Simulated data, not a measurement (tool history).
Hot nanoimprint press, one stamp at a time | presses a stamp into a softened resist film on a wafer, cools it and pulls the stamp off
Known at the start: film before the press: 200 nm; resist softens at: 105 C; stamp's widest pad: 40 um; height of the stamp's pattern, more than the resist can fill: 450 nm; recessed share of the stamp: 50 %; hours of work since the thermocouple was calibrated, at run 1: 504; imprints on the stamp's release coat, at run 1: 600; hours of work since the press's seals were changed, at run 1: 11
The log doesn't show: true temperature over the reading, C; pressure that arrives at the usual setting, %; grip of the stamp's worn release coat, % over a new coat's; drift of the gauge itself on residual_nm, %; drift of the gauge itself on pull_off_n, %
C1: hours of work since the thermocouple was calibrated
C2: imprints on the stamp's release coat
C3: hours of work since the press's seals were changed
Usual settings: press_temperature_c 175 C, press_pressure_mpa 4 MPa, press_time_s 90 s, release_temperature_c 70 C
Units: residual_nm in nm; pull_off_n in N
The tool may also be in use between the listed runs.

Run 1, hour 0: usual settings; C1 504; C2 600; C3 11. Result: residual_nm 116.7 nm, pull_off_n 172 N.
At hour 46: plate thermocouple calibrated.
Run 2, hour 53.6: usual settings; C1 5; C2 732; C3 45. Result: residual_nm 114.8 nm, pull_off_n 186 N.
Run 3, hour 110.7: usual settings but press_time_s 93 s; C1 43; C2 880; C3 83. Result: residual_nm 116.9 nm, pull_off_n 200 N.
Run 4, hour 160.4: usual settings but press_time_s 93 s; C1 76; C2 1009; C3 116. Result: residual_nm 116.3 nm, pull_off_n 203 N.
Run 5, hour 190.3: usual settings but press_time_s 93 s; C1 96; C2 1087; C3 136. Result: residual_nm 117.7 nm, pull_off_n 205 N.
At hour 206.9: stamp cleaned and given a new release coat.
At hour 254.8: plate thermocouple calibrated, once more.
Run 6, hour 270: usual settings but press_time_s 93 s; C1 10; C2 156; C3 183. Result: residual_nm 108.3 nm, pull_off_n 139 N.
Run 7, hour 300.5: usual settings but press_time_s 93 s; C1 30; C2 236; C3 204. Result: residual_nm 108.6 nm, pull_off_n 143 N.
Run 8, hour 359.6: usual settings but press_time_s 93 s; C1 70; C2 389; C3 243. Result: residual_nm 108.8 nm, pull_off_n 159 N.
Run 9, hour 420.3: usual settings but press_temperature_c 168 C, press_pressure_mpa 5.36 MPa, press_time_s 55 s, release_temperature_c 58 C; C1 110; C2 547; C3 283. Result: residual_nm 139.2 nm, pull_off_n 208 N.
Run 10, hour 462.6: usual settings but press_pressure_mpa 4.49 MPa, press_time_s 123 s, release_temperature_c 62 C; C1 139; C2 657; C3 312. Result: residual_nm 96.6 nm, pull_off_n 205 N.
Run 11, hour 505.4: usual settings but press_pressure_mpa 4.49 MPa, press_time_s 123 s, release_temperature_c 62 C; C1 167; C2 768; C3 340. Result: residual_nm 95.4 nm, pull_off_n 205 N.
Run 12, hour 555.8: usual settings but press_pressure_mpa 3.27 MPa; C1 201; C2 899; C3 374. Result: residual_nm 120.9 nm, pull_off_n 182 N.
Run 13, hour 602.7: usual settings but press_pressure_mpa 3.27 MPa; C1 232; C2 1021; C3 405. Result: residual_nm 119.3 nm, pull_off_n 188 N.
Run 14, hour 632.7: usual settings but press_time_s 64 s; C1 252; C2 1099; C3 425. Result: residual_nm 125.9 nm, pull_off_n 203 N.
At hour 647.2: stamp cleaned and given a new release coat.
Run 15, hour 697.1: usual settings but press_time_s 64 s; C1 291; C2 130; C3 464. Result: residual_nm 126.3 nm, pull_off_n 143 N.

Forecast run 16:
Run 16, hour 769.4: usual settings but press_temperature_c 177 C, press_pressure_mpa 4.01 MPa, press_time_s 111 s; C1 339; C2 318; C3 512. Result: residual_nm ?, pull_off_n ?.

{"run 16": {"residual_nm": 101.4, "pull_off_n": 151}}
Without the tool's hidden state the same run would have given residual_nm 96.9 nm, pull_off_n 131 N.
